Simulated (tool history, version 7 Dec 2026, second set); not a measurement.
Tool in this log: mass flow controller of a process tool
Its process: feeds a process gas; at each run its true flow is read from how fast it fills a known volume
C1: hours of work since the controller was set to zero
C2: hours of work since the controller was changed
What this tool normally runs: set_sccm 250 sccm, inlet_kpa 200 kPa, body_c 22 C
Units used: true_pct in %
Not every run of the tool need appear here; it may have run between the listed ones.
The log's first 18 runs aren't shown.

Run 19, hour 1374.2: usual settings but set_sccm 242 sccm; C1 2971; C2 2971. Result: true_pct 97.25 %.
Run 20, hour 1433.6: usual settings but inlet_kpa 182 kPa; C1 3003; C2 3003. Result: true_pct 97.29 %.
Run 21, hour 1513.4: usual settings; C1 3045; C2 3045. Result: true_pct 97.25 %.
Run 22, hour 1585.5: usual settings; C1 3083; C2 3083. Result: true_pct 97.04 %.
Run 23, hour 1658.9: usual settings; C1 3122; C2 3122. Result: true_pct 97.28 %.
Run 24, hour 1717.2: usual settings but set_sccm 258 sccm, inlet_kpa 213 kPa, body_c 34 C; C1 3152; C2 3152. Result: true_pct 96.66 %.
Run 25, hour 1783.5: usual settings but set_sccm 79 sccm, inlet_kpa 182 kPa, body_c 31 C; C1 3188; C2 3188. Result: true_pct 93.31 %.
Run 26, hour 1861.4: usual settings but set_sccm 240 sccm; C1 3229; C2 3229. Result: true_pct 97.04 %.
Run 27, hour 1910.8: usual settings but set_sccm 240 sccm; C1 3255; C2 3255. Result: true_pct 96.98 %.
Run 28, hour 2000.4: usual settings but set_sccm 240 sccm; C1 3302; C2 3302. Result: true_pct 96.98 %.

What does the tool deliver on the next run?
Run 29, hour 2079.5: usual settings but set_sccm 120 sccm, inlet_kpa 246 kPa; C1 3344; C2 3344. Result: true_pct ?.

Run 29 produced true_pct 95.38 %.
Without the tool's hidden state the same run would have given true_pct 98.95 %.
